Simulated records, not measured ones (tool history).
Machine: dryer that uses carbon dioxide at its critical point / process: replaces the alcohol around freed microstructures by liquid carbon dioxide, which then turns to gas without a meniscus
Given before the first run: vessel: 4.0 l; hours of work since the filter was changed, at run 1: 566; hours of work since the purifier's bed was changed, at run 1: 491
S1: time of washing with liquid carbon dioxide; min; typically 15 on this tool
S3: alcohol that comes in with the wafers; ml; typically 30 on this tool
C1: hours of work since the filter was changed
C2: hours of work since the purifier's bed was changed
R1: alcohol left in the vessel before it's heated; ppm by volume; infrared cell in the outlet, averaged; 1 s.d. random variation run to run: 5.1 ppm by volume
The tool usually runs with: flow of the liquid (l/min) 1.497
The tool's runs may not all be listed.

{"run": 1, "hour": 0.0, "S1": 15, "flow of the liquid (l/min)": 1.497, "S3": 30, "C1": 566, "C2": 491, "R1": 248}
{"hour": 4.0, "done": "inlet filter changed"}
{"run": 2, "hour": 33.8, "S1": 15, "flow of the liquid (l/min)": 1.497, "S3": 36, "C1": 11, "C2": 504, "R1": 191}
{"run": 3, "hour": 49.2, "S1": 15, "flow of the liquid (l/min)": 1.497, "S3": 27, "C1": 17, "C2": 510, "R1": 175}
{"run": 4, "hour": 74.2, "S1": 15, "flow of the liquid (l/min)": 1.497, "S3": 27, "C1": 27, "C2": 519, "R1": 174}
{"run": 5, "hour": 110.1, "S1": 15, "flow of the liquid (l/min)": 1.497, "S3": 27, "C1": 40, "C2": 533, "R1": 179}
{"run": 6, "hour": 138.4, "S1": 15, "flow of the liquid (l/min)": 1.497, "S3": 27, "C1": 51, "C2": 544, "R1": 190}
{"run": 7, "hour": 171.8, "S1": 15, "flow of the liquid (l/min)": 1.497, "S3": 27, "C1": 64, "C2": 556, "R1": 184}
{"run": 8, "hour": 204.3, "S1": 15, "flow of the liquid (l/min)": 1.497, "S3": 27, "C1": 76, "C2": 569, "R1": 195}
{"run": 9, "hour": 227.1, "S1": 15, "flow of the liquid (l/min)": 1.497, "S3": 27, "C1": 85, "C2": 577, "R1": 191}
{"run": 10, "hour": 254.7, "S1": 15, "flow of the liquid (l/min)": 1.497, "S3": 27, "C1": 95, "C2": 588, "R1": 200}
{"run": 11, "hour": 279.2, "S1": 15, "flow of the liquid (l/min)": 1.497, "S3": 27, "C1": 105, "C2": 597, "R1": 200}
{"run": 12, "hour": 314.0, "S1": 15, "flow of the liquid (l/min)": 1.497, "S3": 30, "C1": 118, "C2": 610, "R1": 210}
{"run": 13, "hour": 339.5, "S1": 15, "flow of the liquid (l/min)": 1.497, "S3": 30, "C1": 128, "C2": 620, "R1": 216}
{"run": 14, "hour": 374.3, "S1": 15, "flow of the liquid (l/min)": 1.497, "S3": 30, "C1": 141, "C2": 633, "R1": 222}
{"run": 15, "hour": 400.6, "S1": 14, "flow of the liquid (l/min)": 1.497, "S3": 30, "C1": 151, "C2": 643, "R1": 255}
{"run": 16, "hour": 426.6, "S1": 12, "flow of the liquid (l/min)": 1.497, "S3": 30, "C1": 161, "C2": 653, "R1": 342}
{"run": 17, "hour": 443.6, "S1": 15, "flow of the liquid (l/min)": 1.497, "S3": 52, "C1": 167, "C2": 660, "R1": 269}
{"run": 18, "hour": 471.7, "S1": 15, "flow of the liquid (l/min)": 1.497, "S3": 52, "C1": 178, "C2": 670, "R1": 280}
{"run": 19, "hour": 507.5, "S1": 15, "flow of the liquid (l/min)": 1.13, "S3": 52, "C1": 191, "C2": 684, "R1": 557}
{"run": 20, "hour": 540.3, "S1": 15, "flow of the liquid (l/min)": 1.497, "S3": 23, "C1": 204, "C2": 696, "R1": 229}
{"run": 21, "hour": 560.7, "S1": 12, "flow of the liquid (l/min)": 2.29, "S3": 112, "C1": 212, "C2": 704, "R1": 249}
{"run": 22, "hour": 595.1, "S1": 12, "flow of the liquid (l/min)": 2.29, "S3": 112, "C1": 225, "C2": 717, "R1": 263}
{"run": 23, "hour": 618.3, "S1": 16, "flow of the liquid (l/min)": 2.29, "S3": 40, "C1": 234, "C2": 726, "R1": 185}
{"run": 24, "hour": 647.6, "S1": 21, "flow of the liquid (l/min)": 1.7, "S3": 41, "C1": 245, "C2": 737, "R1": 195}
{"run": 25, "hour": 684.6, "S1": 18, "flow of the liquid (l/min)": 0.93, "S3": 20, "C1": 259, "C2": 751, "R1": 367}
{"run": 26, "hour": 710.7, "S1": 18, "flow of the liquid (l/min)": 0.93, "S3": 20, "C1": 269, "C2": 761, "R1": 383}
{"run": 27, "hour": 731.3, "S1": 18, "flow of the liquid (l/min)": 0.93, "S3": 20, "C1": 277, "C2": 769, "R1": 369}
{"run": 28, "hour": 768.0, "S1": 18, "flow of the liquid (l/min)": 0.93, "S3": 20, "C1": 290, "C2": 783, "R1": 382}
{"run": 29, "hour": 800.5, "S1": 18, "flow of the liquid (l/min)": 1.24, "S3": 94, "C1": 303, "C2": 795, "R1": 481}
{"run": 30, "hour": 835.1, "S1": 13, "flow of the liquid (l/min)": 1.98, "S3": 46, "C1": 316, "C2": 809, "R1": 268}
{"run": 31, "hour": 860.1, "S1": 15, "flow of the liquid (l/min)": 1.61, "S3": 23, "C1": 326, "C2": 818, "R1": 243}
{"run": 32, "hour": 894.6, "S1": 15, "flow of the liquid (l/min)": 1.61, "S3": 23, "C1": 339, "C2": 831, "R1": 247}
{"run": 33, "hour": 914.0, "S1": 15, "flow of the liquid (l/min)": 1.61, "S3": 23, "C1": 346, "C2": 839, "R1": 257}
{"run": 34, "hour": 937.5, "S1": 15, "flow of the liquid (l/min)": 1.93, "S3": 23, "C1": 355, "C2": 848, "R1": 218}
{"run": 35, "hour": 968.9, "S1": 13, "flow of the liquid (l/min)": 1.497, "S3": 30, "C1": 367, "C2": 859, "R1": 380}
{"run": 36, "hour": 985.8, "S1": 19, "flow of the liquid (l/min)": 1.32, "S3": 85, "C1": 373, "C2": 866, "R1": 364}
{"run": 37, "hour": 1004.8, "S1": 19, "flow of the liquid (l/min)": 1.32, "S3": 85, "C1": 381, "C2": 873, "R1": 369}
{"run": 38, "hour": 1024.5, "S1": 17, "flow of the liquid (l/min)": 1.497, "S3": 36, "C1": 388, "C2": 881, "R1": 277}
{"run": 39, "hour": 1053.5, "S1": 17, "flow of the liquid (l/min)": 1.497, "S3": 36, "C1": 399, "C2": 892, "R1": 295}
{"run": 40, "hour": 1082.4, "S1": 15, "flow of the liquid (l/min)": 1.3, "S3": 33, "C1": 410, "C2": 903, "R1": 434}

Same runs, no hidden state in the tool, same run-to-run variation:
Unlogged tool condition in this case: flow that reaches the vessel past the clogged filter, %; alcohol in the recycled carbon dioxide, ppm; drift of the gauge itself on alcohol_ppm, %.
run=1 R1=58
run=2 R1=69
run=3 R1=55
run=4 R1=52
run=5 R1=47
run=6 R1=55
run=7 R1=44
run=8 R1=53
run=9 R1=46
run=10 R1=55
run=11 R1=52
run=12 R1=54
run=13 R1=58
run=14 R1=58
run=15 R1=84
run=16 R1=153
run=17 R1=88
run=18 R1=92
run=19 R1=322
run=20 R1=49
run=21 R1=51
run=22 R1=61
run=23 R1=7
run=24 R1=16
run=25 R1=141
run=26 R1=153
run=27 R1=143
run=28 R1=147
run=29 R1=192
run=30 R1=48
run=31 R1=32
run=32 R1=33
run=33 R1=36
run=34 R1=12
run=35 R1=111
run=36 R1=87
run=37 R1=90
run=38 R1=31
run=39 R1=46
run=40 R1=130
